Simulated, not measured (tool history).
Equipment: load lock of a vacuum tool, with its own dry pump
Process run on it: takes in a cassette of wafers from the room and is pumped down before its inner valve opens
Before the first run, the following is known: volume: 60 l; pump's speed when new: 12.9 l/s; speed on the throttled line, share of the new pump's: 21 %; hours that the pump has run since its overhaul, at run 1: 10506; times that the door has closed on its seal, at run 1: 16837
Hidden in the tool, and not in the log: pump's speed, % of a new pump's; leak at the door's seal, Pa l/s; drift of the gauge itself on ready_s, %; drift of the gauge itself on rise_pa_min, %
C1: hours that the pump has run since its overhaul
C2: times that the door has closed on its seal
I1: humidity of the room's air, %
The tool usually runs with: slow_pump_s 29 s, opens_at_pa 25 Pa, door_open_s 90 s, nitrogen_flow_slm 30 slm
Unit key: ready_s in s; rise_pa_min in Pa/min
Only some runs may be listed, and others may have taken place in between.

Run 1, hour 0.0: usual settings; C1 10506; C2 16837; I1 45.9. Result: ready_s 65.7 s, rise_pa_min 0.155 Pa/min.
Run 2, hour 193.4: usual settings; C1 10699; C2 17443; I1 45.1. Result: ready_s 66.8 s, rise_pa_min 0.151 Pa/min.
Run 3, hour 348.6: usual settings but opens_at_pa 26 Pa; C1 10855; C2 17930; I1 44.9. Result: ready_s 66.7 s, rise_pa_min 0.168 Pa/min.
Run 4, hour 595.3: usual settings but opens_at_pa 26 Pa; C1 11101; C2 18703; I1 45.7. Result: ready_s 66.5 s, rise_pa_min 0.172 Pa/min.
Run 5, hour 705.0: usual settings but slow_pump_s 51 s, opens_at_pa 26 Pa; C1 11211; C2 19047; I1 47.3. Result: ready_s 82.0 s, rise_pa_min 0.174 Pa/min.
Run 6, hour 941.4: usual settings but slow_pump_s 57 s, opens_at_pa 26 Pa, nitrogen_flow_slm 19 slm; C1 11447; C2 19789; I1 45.8. Result: ready_s 86.9 s, rise_pa_min 0.186 Pa/min.
Run 7, hour 1119.1: usual settings but opens_at_pa 29 Pa, door_open_s 53 s; C1 11625; C2 20345; I1 43.9. Result: ready_s 65.2 s, rise_pa_min 0.175 Pa/min.
Run 8, hour 1238.8: usual settings but opens_at_pa 29 Pa, door_open_s 97 s; C1 11745; C2 20721; I1 47.1. Result: ready_s 66.2 s, rise_pa_min 0.191 Pa/min.
Run 9, hour 1488.1: usual settings but opens_at_pa 29 Pa, door_open_s 97 s; C1 11994; C2 21503; I1 47.9. Result: ready_s 65.8 s, rise_pa_min 0.204 Pa/min.
Run 10, hour 1595.7: usual settings but opens_at_pa 33 Pa; C1 12102; C2 21840; I1 46.4. Result: ready_s 65.9 s, rise_pa_min 0.203 Pa/min.

Per-run results on a tool with no hidden state, each run keeping its own random variation:
run  ready_s  rise_pa_min
  1     61.6        0.039
  2     62.6        0.032
  3     62.4        0.043
  4     62.1        0.039
  5     78.1        0.038
  6     83.2        0.041
  7     60.7        0.025
  8     61.6        0.038
  9     61.2        0.043
 10     61.2        0.038
